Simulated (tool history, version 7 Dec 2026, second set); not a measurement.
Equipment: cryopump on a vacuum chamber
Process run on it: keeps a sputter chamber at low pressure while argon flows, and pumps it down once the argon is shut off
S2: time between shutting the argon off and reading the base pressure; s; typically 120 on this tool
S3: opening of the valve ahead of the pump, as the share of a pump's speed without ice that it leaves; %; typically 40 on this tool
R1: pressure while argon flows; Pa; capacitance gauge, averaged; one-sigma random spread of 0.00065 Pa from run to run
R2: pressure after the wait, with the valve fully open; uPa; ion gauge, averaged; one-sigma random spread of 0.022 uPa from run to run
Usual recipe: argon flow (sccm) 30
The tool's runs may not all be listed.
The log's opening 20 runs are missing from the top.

{"run": 21, "hour": 690.2, "argon flow (sccm)": 16, "S2": 120, "S3": 40, "R1": 0.0558, "R2": 1.14}
{"run": 22, "hour": 724.8, "argon flow (sccm)": 16, "S2": 120, "S3": 40, "R1": 0.0561, "R2": 1.12}
{"run": 23, "hour": 760.9, "argon flow (sccm)": 16, "S2": 120, "S3": 40, "R1": 0.0548, "R2": 1.14}
{"run": 24, "hour": 812.8, "argon flow (sccm)": 35, "S2": 51, "S3": 53, "R1": 0.0933, "R2": 1.57}
{"run": 25, "hour": 850.0, "argon flow (sccm)": 35, "S2": 51, "S3": 53, "R1": 0.0935, "R2": 1.63}
{"run": 26, "hour": 877.4, "argon flow (sccm)": 35, "S2": 51, "S3": 53, "R1": 0.0949, "R2": 1.65}
{"run": 27, "hour": 925.7, "argon flow (sccm)": 30, "S2": 286, "S3": 58, "R1": 0.0741, "R2": 1.01}
{"run": 28, "hour": 954.8, "argon flow (sccm)": 26, "S2": 286, "S3": 39, "R1": 0.0935, "R2": 1.03}
{"run": 29, "hour": 977.5, "argon flow (sccm)": 14, "S2": 120, "S3": 40, "R1": 0.0495, "R2": 1.21}
{"run": 30, "hour": 1011.1, "argon flow (sccm)": 14, "S2": 24, "S3": 40, "R1": 0.0502, "R2": 2.53}
{"run": 31, "hour": 1039.9, "argon flow (sccm)": 14, "S2": 24, "S3": 40, "R1": 0.0499, "R2": 2.55}
{"run": 32, "hour": 1082.4, "argon flow (sccm)": 30, "S2": 264, "S3": 21, "R1": 0.1992, "R2": 1.08}

Here are 3 independent what-if runs from the current tool condition. What would each one return?
{"run": "A", "hour": 1125.0, "argon flow (sccm)": 30, "S2": 264, "S3": 23, "R1": "?", "R2": "?"}
{"run": "B", "hour": 1125.0, "argon flow (sccm)": 30, "S2": 32, "S3": 21, "R1": "?", "R2": "?"}
{"run": "C", "hour": 1125.0, "argon flow (sccm)": 30, "S2": 58, "S3": 40, "R1": "?", "R2": "?"}

run=A R1=0.1849 R2=1.16
run=B R1=0.2021 R2=2.13
run=C R1=0.1081 R2=1.61
Take away the tool's hidden state, keep each run's random variation, and the runs would have read:
run=A R1=0.1798 R2=0.42
run=B R1=0.1970 R2=1.42
run=C R1=0.1029 R2=0.91
